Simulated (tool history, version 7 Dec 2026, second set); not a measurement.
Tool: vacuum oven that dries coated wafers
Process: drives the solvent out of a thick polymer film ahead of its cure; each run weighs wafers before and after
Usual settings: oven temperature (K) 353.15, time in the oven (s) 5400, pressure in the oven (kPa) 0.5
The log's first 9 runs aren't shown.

run	day	oven temperature (K)	time in the oven (s)	pressure in the oven (kPa)	hours of work since the thermocouples were calibrated	hours of work since the vacuum gauge was cleaned of residue	solvent left in the film (%)
10	5.9	351.15	5400	0.5	1351	618	6.32
11	6.408	351.15	5400	0.5	1361	628	6.32
12	6.958	351.15	5400	0.5	1371	638	6.14
13	7.829	351.15	5400	1.703	1387	654	6.79
14	8.504	351.15	5400	1.703	1400	667	6.88
15	8.992	353.15	3900	0.5	1409	676	7.62
# day 9.233: oven's thermocouples calibrated
16	10.129	353.15	3900	0.5	17	695	7.73
17	10.854	353.15	5400	0.5	30	709	5.74
18	11.833	353.15	5400	0.5	48	727	5.84
19	12.804	353.15	5400	0.5	66	745	5.82
# day 13.383: oven's thermocouples calibrated, once more
20	13.533	353.15	5400	0.5	3	757	4.91
21	14.383	353.15	5400	0.314	19	773	4.93
22	14.971	353.15	5400	0.5	29	783	5.1
23	15.733	353.15	3240	0.5	44	798	8.09
24	16.571	352.15	3240	0.319	59	813	8.33

Forecast run 25:
25	17.275	365.15	7740	0.389	72	826	?

{"run 25": {"solvent left in the film (%)": 0.91}}
Without the tool's hidden state the same run would have given solvent left in the film (%) 0.83.
